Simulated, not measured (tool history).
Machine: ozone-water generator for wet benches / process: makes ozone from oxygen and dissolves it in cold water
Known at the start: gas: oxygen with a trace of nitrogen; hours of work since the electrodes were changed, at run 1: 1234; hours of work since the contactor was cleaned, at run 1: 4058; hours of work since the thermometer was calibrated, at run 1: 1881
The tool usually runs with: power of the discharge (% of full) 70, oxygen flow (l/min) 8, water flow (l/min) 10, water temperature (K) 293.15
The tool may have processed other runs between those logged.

run,hour,power of the discharge (% of full),oxygen flow (l/min),water flow (l/min),water temperature (K),hours of work since the electrodes were changed,hours of work since the contactor was cleaned,hours of work since the thermometer was calibrated,dissolved ozone (ppm),ozone in the gas ahead of the water (g/m3)
1,0,70,8,10,293.15,1234,4058,1881,43.5,270.2
2,43,70,8,10,293.15,1271,4095,1918,44,271
3,94.3,70,8,10,293.15,1315,4140,1962,43.2,270.6
4,155.3,70,5.02,10,293.15,1368,4192,2015,48.8,355.3
5,197.5,70,5.02,10,293.15,1404,4229,2051,49,353.4
6,248.6,70,5.02,11,293.15,1448,4273,2095,45.2,354.1
7,306.7,73,8,10,293.15,1499,4323,2145,44.3,273.8
8,349.1,73,8,10,293.15,1535,4359,2182,44.9,277.2
9,376.9,73,8,10,293.15,1559,4383,2206,44.4,277
10,416.7,73,8,10,293.15,1593,4418,2240,44.5,277
11,472.8,47,8,10,293.15,1642,4466,2288,34.9,216.6
12,525.7,47,8,10,293.15,1687,4512,2334,34.5,220
13,583.7,70,8,10,293.15,1737,4562,2384,43.2,270.2
14,617.8,70,8,10,293.15,1767,4591,2413,43.4,271.1
15,647.2,70,8,10,293.15,1792,4616,2439,43.2,269.8
16,679.5,70,8,10,293.15,1820,4644,2466,42.9,272.3
17,707.2,70,8,10,293.15,1844,4668,2490,43.5,272.4
# hour 749.2: contactor cleaned
18,753.4,47,7.26,13,292.15,1880,4,2527,30.3,231
19,781.9,83,8.65,9,296.15,1905,28,2551,45.4,285.5
20,829.6,83,8.65,9,296.15,1946,69,2592,45.9,285.1
21,881.5,83,8.65,9,296.15,1990,114,2637,45.8,285
22,936.2,70,8,15,293.15,2038,161,2684,32.8,272.9
23,968.3,70,8,15,293.15,2065,189,2712,32.8,274.7
24,1010,70,4.79,15,291.15,2101,225,2748,36.6,363
25,1059,70,4.79,15,291.15,2143,267,2790,36.4,363.2
26,1095.6,70,7.88,9,293.15,2175,299,2822,46.6,275.6
27,1122.7,70,4.62,11,292.15,2198,322,2845,46.5,373.8
28,1148.6,70,8.3,7,292.15,2221,344,2867,53.3,270
29,1208.8,70,8.3,7,292.15,2273,396,2919,53.7,268.1
30,1238.7,70,8.3,7,292.15,2298,422,2945,53.5,271.4
31,1292.9,70,8.3,7,292.15,2345,469,2992,53,271.6
32,1344,74,8,8,293.15,2389,513,3036,50.9,282.6

5 ways to go on from here, each from the tool as it stands after run 32. What would each give?
A,1395.1,95,8,8,293.15,2433,557,3080,?,?
B,1395.1,70,4.45,10,293.15,2433,557,3080,?,?
C,1395.1,70,8,6,293.15,2433,557,3080,?,?
D,1395.1,74,5.92,8,293.15,2433,557,3080,?,?
E,1395.1,74,4.09,8,289.15,2433,557,3080,?,?

run,dissolved ozone (ppm),ozone in the gas ahead of the water (g/m3)
A,58.5,326.3
B,49.3,380.8
C,56.4,274.9
D,55.5,338.1
E,66.1,415.4
The same runs, with their run-to-run variation unchanged, on a tool lacking any hidden condition would have given:
run,dissolved ozone (ppm),ozone in the gas ahead of the water (g/m3)
A,58.6,319.5
B,49.4,372.8
C,56.5,269.1
D,55.5,331
E,66.1,406.7
